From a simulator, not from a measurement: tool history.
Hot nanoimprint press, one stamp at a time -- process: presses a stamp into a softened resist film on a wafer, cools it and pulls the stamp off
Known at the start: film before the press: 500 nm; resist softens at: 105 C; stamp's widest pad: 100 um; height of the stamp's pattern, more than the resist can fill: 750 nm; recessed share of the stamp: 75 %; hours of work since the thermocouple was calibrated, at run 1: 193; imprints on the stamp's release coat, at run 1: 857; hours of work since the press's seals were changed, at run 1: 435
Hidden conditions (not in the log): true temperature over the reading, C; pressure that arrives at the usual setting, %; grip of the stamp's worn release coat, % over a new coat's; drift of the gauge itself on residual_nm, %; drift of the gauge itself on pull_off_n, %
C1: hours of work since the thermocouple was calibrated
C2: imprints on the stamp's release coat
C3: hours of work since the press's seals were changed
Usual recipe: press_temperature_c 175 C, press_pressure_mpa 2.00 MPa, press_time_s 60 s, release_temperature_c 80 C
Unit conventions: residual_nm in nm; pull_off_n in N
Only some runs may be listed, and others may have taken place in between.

Run 1, hour 0.0: usual settings; C1 193; C2 857; C3 435. Result: residual_nm 208.5 nm, pull_off_n 221 N.
At hour 20.7: stamp cleaned and given a new release coat.
Run 2, hour 63.5: usual settings; C1 238; C2 186; C3 480. Result: residual_nm 210.1 nm, pull_off_n 217 N.
Run 3, hour 137.8: usual settings but press_time_s 35 s; C1 295; C2 509; C3 537. Result: residual_nm 250.4 nm, pull_off_n 213 N.
Run 4, hour 191.4: usual settings but press_pressure_mpa 2.49 MPa; C1 337; C2 742; C3 579. Result: residual_nm 184.0 nm, pull_off_n 222 N.
Run 5, hour 227.3: usual settings; C1 365; C2 899; C3 607. Result: residual_nm 209.1 nm, pull_off_n 215 N.
At hour 236.5: stamp cleaned and given a new release coat.
At hour 255.0: plate thermocouple calibrated.
Run 6, hour 300.0: usual settings but press_time_s 53 s; C1 35; C2 263; C3 656. Result: residual_nm 219.0 nm, pull_off_n 216 N.
At hour 382.6: press's hydraulic seals changed and the load cell set to zero.
Run 7, hour 382.6: usual settings but press_time_s 53 s; C1 93; C2 588; C3 0. Result: residual_nm 219.7 nm, pull_off_n 218 N.
At hour 465.5: stamp cleaned and given a new release coat.
Run 8, hour 465.7: usual settings but press_time_s 53 s; C1 153; C2 1; C3 60. Result: residual_nm 220.1 nm, pull_off_n 218 N.
Run 9, hour 515.4: usual settings but release_temperature_c 71 C; C1 191; C2 217; C3 98. Result: residual_nm 207.8 nm, pull_off_n 244 N.
Run 10, hour 559.2: usual settings but press_time_s 73 s, release_temperature_c 71 C; C1 225; C2 408; C3 132. Result: residual_nm 194.4 nm, pull_off_n 249 N.
Run 11, hour 633.8: usual settings but press_time_s 73 s, release_temperature_c 71 C; C1 283; C2 732; C3 190. Result: residual_nm 195.5 nm, pull_off_n 256 N.
Run 12, hour 669.7: usual settings but press_time_s 73 s, release_temperature_c 71 C; C1 311; C2 889; C3 218. Result: residual_nm 194.5 nm, pull_off_n 256 N.
At hour 680.9: stamp cleaned and given a new release coat.
Run 13, hour 746.2: usual settings; C1 365; C2 284; C3 273. Result: residual_nm 210.0 nm, pull_off_n 224 N.
At hour 768.6: plate thermocouple calibrated.
Run 14, hour 789.3: usual settings; C1 16; C2 459; C3 304. Result: residual_nm 208.5 nm, pull_off_n 219 N.
Run 15, hour 822.5: usual settings but press_pressure_mpa 1.51 MPa; C1 42; C2 603; C3 329. Result: residual_nm 244.5 nm, pull_off_n 217 N.
At hour 897.9: stamp cleaned and given a new release coat.
Run 16, hour 897.9: usual settings but press_pressure_mpa 1.51 MPa; C1 96; C2 0; C3 383. Result: residual_nm 243.8 nm, pull_off_n 220 N.
Run 17, hour 930.1: usual settings but press_temperature_c 184 C, press_pressure_mpa 2.09 MPa, press_time_s 43 s; C1 121; C2 140; C3 408. Result: residual_nm 158.9 nm, pull_off_n 215 N.
Run 18, hour 965.5: usual settings but press_temperature_c 184 C, press_pressure_mpa 2.90 MPa, press_time_s 37 s; C1 148; C2 294; C3 436. Result: residual_nm 136.2 nm, pull_off_n 224 N.
Run 19, hour 1016.0: usual settings but press_temperature_c 184 C, press_pressure_mpa 2.90 MPa, press_time_s 37 s; C1 187; C2 514; C3 475. Result: residual_nm 137.9 nm, pull_off_n 219 N.
Run 20, hour 1057.1: usual settings but press_temperature_c 184 C, press_pressure_mpa 2.90 MPa, press_time_s 37 s; C1 219; C2 693; C3 507. Result: residual_nm 137.2 nm, pull_off_n 213 N.
Run 21, hour 1091.9: usual settings but press_temperature_c 181 C, press_time_s 33 s; C1 246; C2 844; C3 534. Result: residual_nm 199.1 nm, pull_off_n 221 N.
At hour 1113.8: stamp cleaned and given a new release coat.
Run 22, hour 1142.7: usual settings but press_temperature_c 186 C, press_pressure_mpa 2.56 MPa, press_time_s 70 s, release_temperature_c 66 C; C1 281; C2 126; C3 568. Result: residual_nm 107.1 nm, pull_off_n 267 N.
Run 23, hour 1205.9: usual settings but press_temperature_c 164 C, press_pressure_mpa 2.56 MPa, press_time_s 70 s, release_temperature_c 79 C; C1 330; C2 401; C3 617. Result: residual_nm 281.2 nm, pull_off_n 218 N.
Run 24, hour 1238.3: usual settings but press_temperature_c 166 C, press_pressure_mpa 3.20 MPa; C1 355; C2 542; C3 643. Result: residual_nm 241.0 nm, pull_off_n 219 N.
At hour 1276.2: plate thermocouple calibrated.
Run 25, hour 1288.5: usual settings but press_temperature_c 166 C, press_pressure_mpa 3.20 MPa; C1 10; C2 748; C3 679. Result: residual_nm 241.6 nm, pull_off_n 220 N.
At hour 1334.8: stamp cleaned and given a new release coat.
At hour 1347.4: press's hydraulic seals changed and the load cell set to zero.
Run 26, hour 1365.8: usual settings but press_temperature_c 180 C, press_pressure_mpa 3.20 MPa, press_time_s 95 s, release_temperature_c 73 C; C1 59; C2 100; C3 14. Result: residual_nm 108.1 nm, pull_off_n 245 N.
Run 27, hour 1440.4: usual settings but press_temperature_c 166 C; C1 116; C2 425; C3 72. Result: residual_nm 303.6 nm, pull_off_n 217 N.
Run 28, hour 1516.0: usual settings but press_temperature_c 166 C, press_pressure_mpa 2.44 MPa, release_temperature_c 84 C; C1 175; C2 754; C3 131. Result: residual_nm 276.6 nm, pull_off_n 207 N.
At hour 1561.0: stamp cleaned and given a new release coat.
Run 29, hour 1571.9: usual settings but press_time_s 33 s, release_temperature_c 86 C; C1 214; C2 47; C3 169. Result: residual_nm 253.9 nm, pull_off_n 198 N.

Predict each of these 4 candidate next runs independently; none follows another, all start after run 29:
Run A, hour 1620.0: usual settings but press_temperature_c 178 C, press_pressure_mpa 2.11 MPa, press_time_s 45 s, release_temperature_c 86 C; C1 251; C2 257; C3 207. Result: residual_nm ?, pull_off_n ?.
Run B, hour 1620.0: usual settings but press_temperature_c 182 C, press_time_s 54 s, release_temperature_c 86 C; C1 251; C2 257; C3 207. Result: residual_nm ?, pull_off_n ?.
Run C, hour 1620.0: usual settings but press_temperature_c 185 C, press_time_s 43 s, release_temperature_c 68 C; C1 251; C2 257; C3 207. Result: residual_nm ?, pull_off_n ?.
Run D, hour 1620.0: usual settings but press_pressure_mpa 1.81 MPa; C1 251; C2 257; C3 207. Result: residual_nm ?, pull_off_n ?.

run  residual_nm  pull_off_n
  A        196.7         196
  B        161.4         198
  C        155.6         263
  D        220.3         221
Without the tool's hidden state the same runs would have given:
run  residual_nm  pull_off_n
  A        197.2         196
  B        161.7         198
  C        155.9         262
  D        220.8         220
